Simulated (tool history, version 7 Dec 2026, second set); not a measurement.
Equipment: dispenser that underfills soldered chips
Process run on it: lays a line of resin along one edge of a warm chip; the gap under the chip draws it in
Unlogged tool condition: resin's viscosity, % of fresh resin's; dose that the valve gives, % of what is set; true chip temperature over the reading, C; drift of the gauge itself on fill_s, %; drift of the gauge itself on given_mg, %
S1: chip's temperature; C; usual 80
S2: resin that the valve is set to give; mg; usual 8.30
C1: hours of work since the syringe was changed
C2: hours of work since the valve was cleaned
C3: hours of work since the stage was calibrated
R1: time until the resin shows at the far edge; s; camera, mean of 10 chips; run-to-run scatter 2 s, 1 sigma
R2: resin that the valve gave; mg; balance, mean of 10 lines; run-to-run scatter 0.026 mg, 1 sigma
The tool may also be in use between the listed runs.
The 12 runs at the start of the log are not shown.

-- hour=132.7 new syringe of resin
-- hour=136.8 dispensing valve cleaned and set on the balance
run 13 hour=140.8 | S1=80 S2=8.30 | C1=5 C2=3 C3=198 | R1=237.7 R2=8.25
-- hour=143.8 new syringe of resin
-- hour=154.3 new syringe of resin
run 14 hour=157.3 | S1=80 S2=8.30 | C1=2 C2=13 C3=209 | R1=224.3 R2=8.22
-- hour=164.9 new syringe of resin
run 15 hour=165.2 | S1=80 S2=8.30 | C1=0 C2=18 C3=213 | R1=208.9 R2=8.20
-- hour=175.5 new syringe of resin
run 16 hour=182.6 | S1=73 S2=8.30 | C1=5 C2=28 C3=224 | R1=346.5 R2=8.11
-- hour=186.3 new syringe of resin
run 17 hour=194.0 | S1=73 S2=8.30 | C1=5 C2=35 C3=231 | R1=349.1 R2=7.99
-- hour=196.7 new syringe of resin
run 18 hour=205.2 | S1=80 S2=9.41 | C1=5 C2=42 C3=238 | R1=245.6 R2=9.07
-- hour=207.6 new syringe of resin
-- hour=218.2 new syringe of resin
-- hour=222.2 dispensing valve cleaned and set on the balance
run 19 hour=223.4 | S1=80 S2=9.41 | C1=3 C2=1 C3=249 | R1=224.4 R2=9.43
-- hour=230.0 new syringe of resin
run 20 hour=239.2 | S1=80 S2=7.36 | C1=6 C2=11 C3=259 | R1=267.5 R2=7.32
-- hour=240.5 new syringe of resin
-- hour=250.4 new syringe of resin
run 21 hour=254.0 | S1=65 S2=7.79 | C1=2 C2=20 C3=268 | R1=496.4 R2=7.68
-- hour=261.1 new syringe of resin
-- hour=271.4 new syringe of resin
run 22 hour=271.8 | S1=68 S2=7.86 | C1=0 C2=31 C3=279 | R1=389.1 R2=7.68
-- hour=281.4 new syringe of resin
run 23 hour=282.2 | S1=86 S2=7.18 | C1=0 C2=37 C3=285 | R1=173.1 R2=6.96

Expected results for the next run?
-- hour=291.7 new syringe of resin
run 24 hour=300.2 | S1=80 S2=9.15 | C1=5 C2=48 C3=297 | R1=? R2=?

{"run 24": {"R1": 254.5, "R2": 8.71}}
The same run, on a tool lacking any hidden state, would have yielded R1 190.4 s, R2 9.10 mg.

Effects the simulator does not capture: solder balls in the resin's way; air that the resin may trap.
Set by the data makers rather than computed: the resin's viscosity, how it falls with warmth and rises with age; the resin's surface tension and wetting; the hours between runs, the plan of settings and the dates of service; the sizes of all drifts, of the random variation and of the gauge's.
